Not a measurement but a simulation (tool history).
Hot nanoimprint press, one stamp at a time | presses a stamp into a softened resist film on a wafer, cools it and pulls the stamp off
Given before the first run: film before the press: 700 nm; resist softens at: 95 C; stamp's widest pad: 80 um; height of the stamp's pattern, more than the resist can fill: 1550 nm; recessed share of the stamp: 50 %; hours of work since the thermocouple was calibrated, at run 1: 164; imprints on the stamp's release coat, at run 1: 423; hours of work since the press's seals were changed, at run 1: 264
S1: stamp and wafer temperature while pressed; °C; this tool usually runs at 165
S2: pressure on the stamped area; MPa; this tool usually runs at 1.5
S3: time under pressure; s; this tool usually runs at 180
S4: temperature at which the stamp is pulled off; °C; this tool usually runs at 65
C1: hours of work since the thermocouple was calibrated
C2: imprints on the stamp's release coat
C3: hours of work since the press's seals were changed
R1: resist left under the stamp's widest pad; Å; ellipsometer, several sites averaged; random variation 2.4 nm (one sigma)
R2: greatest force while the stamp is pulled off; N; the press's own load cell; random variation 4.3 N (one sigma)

run 1 hour=0 | S1=165 S2=1.5 S3=180 S4=65 | C1=164 C2=423 C3=264 | R1=3985 R2=217
run 2 hour=9 | S1=165 S2=1.5 S3=180 S4=65 | C1=168 C2=435 C3=268 | R1=3971 R2=212
run 3 hour=17.6 | S1=165 S2=1.5 S3=180 S4=65 | C1=171 C2=446 C3=272 | R1=3953 R2=209
run 4 hour=27.8 | S1=165 S2=1.5 S3=180 S4=65 | C1=176 C2=459 C3=276 | R1=4027 R2=211
run 5 hour=42.8 | S1=165 S2=1.5 S3=180 S4=65 | C1=182 C2=479 C3=282 | R1=3962 R2=203
run 6 hour=54.9 | S1=165 S2=1.5 S3=180 S4=55 | C1=187 C2=494 C3=288 | R1=3985 R2=232
run 7 hour=62.8 | S1=165 S2=1.5 S3=180 S4=55 | C1=190 C2=505 C3=291 | R1=3951 R2=233
run 8 hour=71 | S1=165 S2=1.5 S3=180 S4=53 | C1=194 C2=515 C3=294 | R1=3965 R2=246
run 9 hour=80.6 | S1=165 S2=1.5 S3=180 S4=53 | C1=198 C2=528 C3=298 | R1=3941 R2=233
run 10 hour=87.4 | S1=165 S2=1.5 S3=180 S4=65 | C1=201 C2=537 C3=301 | R1=3982 R2=204
run 11 hour=97.6 | S1=165 S2=1.9 S3=180 S4=65 | C1=205 C2=550 C3=306 | R1=3593 R2=207
run 12 hour=113.8 | S1=165 S2=1.9 S3=180 S4=65 | C1=212 C2=571 C3=312 | R1=3629 R2=204
run 13 hour=127.6 | S1=165 S2=1.5 S3=180 S4=65 | C1=218 C2=588 C3=318 | R1=4013 R2=211
run 14 hour=134.4 | S1=165 S2=1.5 S3=180 S4=65 | C1=221 C2=597 C3=321 | R1=3968 R2=206

Expected results for the next run?
run 15 hour=145.7 | S1=165 S2=1.5 S3=180 S4=65 | C1=225 C2=612 C3=326 | R1=? R2=?

Run 15 gave R1 3969 Å, R2 208 N.
The same run, on a tool lacking any hidden state, would have yielded R1 3963 Å, R2 207 N.
